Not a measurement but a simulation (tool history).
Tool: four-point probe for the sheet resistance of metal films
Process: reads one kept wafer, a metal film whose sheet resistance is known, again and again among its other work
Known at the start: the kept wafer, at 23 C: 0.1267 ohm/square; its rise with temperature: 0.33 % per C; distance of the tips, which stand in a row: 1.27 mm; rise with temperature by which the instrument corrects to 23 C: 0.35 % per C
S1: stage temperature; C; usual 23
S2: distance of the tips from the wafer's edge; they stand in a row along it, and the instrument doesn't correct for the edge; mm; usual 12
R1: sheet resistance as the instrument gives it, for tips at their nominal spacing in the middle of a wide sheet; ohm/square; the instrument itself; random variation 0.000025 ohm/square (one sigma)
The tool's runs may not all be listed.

run     day  S1  S2        R1
  1       0  23  12  0.127462
  2   0.371  23  12  0.127456
  3   0.921  22  12  0.127466
  4   1.517  23  12  0.127439
  5   1.962  23  12  0.127456
  6   2.404  23  12  0.127469
  7   2.867  23  12  0.127489
  8   3.342  23  12  0.127425
  9   4.054  23  12  0.127466
 10   4.375  23  12  0.127466
 11   5.058  23  12  0.127497
 12   5.483  23  12  0.127439
 13   5.962  23  22  0.126909
 14   6.721  23  61  0.126742
 15   7.258  22  12  0.127493
 16   7.658  22  12  0.127477
 17   8.421  28  10  0.127628
 18   8.817  22  19   0.12703
 19   9.138  20   5  0.130978
 20   9.712  20   5  0.130968
 21   10.25  20   5  0.131016
 22  10.775  20   5  0.131011
 23  11.096  20   5  0.130995
 24   11.75  27  20  0.126875
 25  12.229  27  11   0.12755
 26  12.958  27  11  0.127488
 27  13.625  34   3  0.137557
 28  14.008  24  69  0.126689
 29  14.558  20  10  0.127853
 30  14.904  24  31  0.126799
 31  15.667  25   7  0.128865
 32    16.2  32  12  0.127223

Forecast each of these 5 alternatives for the next run:
  A  16.704  31   5   ?
  B  16.704  30   4   ?
  C  16.704  30  31   ?
  D  16.704  31  12   ?
  E  16.704  32   6   ?

run        R1
  A  0.130817
  B  0.133074
  C  0.126662
  D  0.127274
  E  0.129503
Without the tool's hidden state the same runs would have given:
run        R1
  A  0.130821
  B  0.133079
  C  0.126666
  D  0.127278
  E  0.129508
